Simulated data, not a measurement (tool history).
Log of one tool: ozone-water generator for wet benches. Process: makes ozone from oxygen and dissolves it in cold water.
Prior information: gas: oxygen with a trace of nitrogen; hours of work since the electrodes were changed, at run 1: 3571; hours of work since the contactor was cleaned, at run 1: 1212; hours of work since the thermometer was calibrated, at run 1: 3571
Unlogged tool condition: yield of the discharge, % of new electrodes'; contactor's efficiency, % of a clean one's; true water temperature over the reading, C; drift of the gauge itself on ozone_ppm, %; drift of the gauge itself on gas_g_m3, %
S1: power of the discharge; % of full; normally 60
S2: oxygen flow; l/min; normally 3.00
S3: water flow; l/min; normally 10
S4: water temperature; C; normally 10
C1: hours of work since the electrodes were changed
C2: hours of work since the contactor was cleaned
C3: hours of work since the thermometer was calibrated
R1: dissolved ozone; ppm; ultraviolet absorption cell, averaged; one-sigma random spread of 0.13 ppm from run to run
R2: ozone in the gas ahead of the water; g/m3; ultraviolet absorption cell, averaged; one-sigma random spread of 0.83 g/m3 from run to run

run 1 hour=0.0 | S1=60 S2=3.00 S3=10 S4=10 | C1=3571 C2=1212 C3=3571 | R1=13.6 R2=130.5
run 2 hour=105.8 | S1=60 S2=3.00 S3=10 S4=10 | C1=3639 C2=1281 C3=3639 | R1=13.7 R2=132.4
run 3 hour=170.9 | S1=60 S2=3.00 S3=10 S4=10 | C1=3682 C2=1323 C3=3682 | R1=13.6 R2=131.4
run 4 hour=247.8 | S1=60 S2=3.00 S3=10 S4=10 | C1=3732 C2=1373 C3=3732 | R1=13.6 R2=132.1
run 5 hour=330.3 | S1=60 S2=3.00 S3=10 S4=10 | C1=3786 C2=1427 C3=3786 | R1=13.7 R2=132.8
run 6 hour=427.2 | S1=60 S2=3.00 S3=10 S4=10 | C1=3849 C2=1490 C3=3849 | R1=13.5 R2=131.0
run 7 hour=560.0 | S1=60 S2=3.00 S3=10 S4=10 | C1=3935 C2=1576 C3=3935 | R1=13.6 R2=131.9
run 8 hour=704.6 | S1=60 S2=3.00 S3=10 S4=10 | C1=4029 C2=1670 C3=4029 | R1=13.5 R2=131.4
run 9 hour=788.4 | S1=60 S2=3.00 S3=10 S4=10 | C1=4084 C2=1725 C3=4084 | R1=13.5 R2=132.7
run 10 hour=864.5 | S1=60 S2=3.00 S3=10 S4=10 | C1=4133 C2=1774 C3=4133 | R1=13.5 R2=131.4
run 11 hour=946.5 | S1=60 S2=3.00 S3=10 S4=10 | C1=4187 C2=1828 C3=4187 | R1=13.8 R2=132.9
run 12 hour=1062.9 | S1=60 S2=3.00 S3=10 S4=10 | C1=4262 C2=1903 C3=4262 | R1=13.7 R2=132.5
run 13 hour=1161.1 | S1=60 S2=2.92 S3=8 S4=10 | C1=4326 C2=1967 C3=4326 | R1=17.0 R2=134.7
run 14 hour=1257.0 | S1=60 S2=2.92 S3=8 S4=10 | C1=4389 C2=2030 C3=4389 | R1=16.8 R2=132.8
run 15 hour=1355.6 | S1=45 S2=3.00 S3=10 S4=9 | C1=4453 C2=2094 C3=4453 | R1=10.8 R2=102.2
run 16 hour=1494.0 | S1=45 S2=3.00 S3=10 S4=9 | C1=4543 C2=2184 C3=4543 | R1=10.6 R2=102.2
run 17 hour=1610.9 | S1=84 S2=1.95 S3=9 S4=9 | C1=4619 C2=2260 C3=4619 | R1=19.2 R2=210.0
run 18 hour=1728.5 | S1=68 S2=3.00 S3=7 S4=18 | C1=4696 C2=2337 C3=4696 | R1=18.6 R2=147.5

Forecast run 19:
run 19 hour=1832.5 | S1=68 S2=3.00 S3=7 S4=18 | C1=4763 C2=2404 C3=4763 | R1=? R2=?

Run 19 gave R1 18.4 ppm, R2 148.3 g/m3.
Had the tool carried no hidden state, the very same run would have given R1 18.5 ppm, R2 148.5 g/m3.
